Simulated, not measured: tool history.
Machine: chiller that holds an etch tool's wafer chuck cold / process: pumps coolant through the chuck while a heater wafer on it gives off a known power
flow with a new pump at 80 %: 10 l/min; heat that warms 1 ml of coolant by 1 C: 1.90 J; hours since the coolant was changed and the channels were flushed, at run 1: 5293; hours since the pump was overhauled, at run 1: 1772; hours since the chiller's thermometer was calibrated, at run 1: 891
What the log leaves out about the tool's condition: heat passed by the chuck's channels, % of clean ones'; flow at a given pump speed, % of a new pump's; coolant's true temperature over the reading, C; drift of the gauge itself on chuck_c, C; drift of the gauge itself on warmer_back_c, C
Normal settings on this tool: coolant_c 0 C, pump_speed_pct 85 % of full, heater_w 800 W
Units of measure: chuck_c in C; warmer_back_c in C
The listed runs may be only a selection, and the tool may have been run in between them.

run	hour	coolant_c	pump_speed_pct	heater_w	hours since the coolant was changed and the channels were flushed	hours since the pump was overhauled	hours since the chiller's thermometer was calibrated	chuck_c	warmer_back_c
1	0.0	0	85	800	5293	1772	891	6.2	2.45
2	80.3	0	85	800	5373	1852	971	6.0	2.53
3	156.3	0	85	800	5449	1928	1047	6.0	2.51
4	314.4	0	85	1128	5607	2086	1205	8.5	3.54
5	401.9	0	85	1128	5695	2174	1293	8.5	3.53
6	581.0	0	85	1128	5874	2353	1472	8.5	3.55
7	743.8	0	85	1128	6037	2516	1635	8.5	3.55
8	853.7	0	85	1128	6146	2625	1745	8.6	3.57
9	937.5	0	85	1128	6230	2709	1828	8.7	3.58
# hour 958.2: coolant pump overhauled
10	1097.6	0	85	1128	6385	139	1984	9.1	3.64
# hour 1242.4: coolant pump overhauled, once more
11	1254.1	0	85	1128	6537	12	2135	8.4	3.37
12	1365.9	0	85	800	6649	123	2247	5.8	2.38
13	1524.8	6	85	800	6808	282	2406	11.9	2.39
14	1639.3	8	100	800	6922	397	2520	13.1	2.06
15	1753.8	6	85	475	7037	511	2635	9.3	1.43
16	1868.1	6	85	475	7151	626	2749	9.4	1.43
17	2010.5	0	85	475	7293	768	2891	3.7	1.42
18	2096.9	10	63	535	7380	854	2978	14.9	2.17
19	2192.0	9	71	1128	7475	950	3073	18.7	4.13
20	2297.9	2	71	420	7581	1055	3179	5.4	1.55
21	2373.8	-2	73	867	7657	1131	3255	5.1	3.02
22	2533.8	-2	73	867	7817	1291	3415	5.3	3.10
23	2680.5	0	86	800	7963	1438	3561	6.0	2.45
24	2829.4	0	86	800	8112	1587	3710	6.0	2.47
25	2944.1	0	86	800	8227	1702	3825	6.2	2.41
26	3048.7	0	86	800	8331	1806	3930	6.1	2.54

Hidden state or all else? Some run-to-run changes of chuck_c, split into what the settings, what came in and random variation would give without the hidden state, and what is left for the hidden state (with any gauge scatter that isn't in both results):
Run 17 -> 18: coolant_c 0 -> 10, pump_speed_pct 85 -> 63, heater_w 475 -> 535. chuck_c +11.2 C: hidden state +0.2, all else +11.0.
Run 18 -> 19: coolant_c 10 -> 9, pump_speed_pct 63 -> 71, heater_w 535 -> 1128. chuck_c +3.8 C: hidden state +0.8, all else +3.0.
Run 19 -> 20: coolant_c 9 -> 2, heater_w 1128 -> 420. chuck_c -13.3 C: hidden state -1.0, all else -12.3.
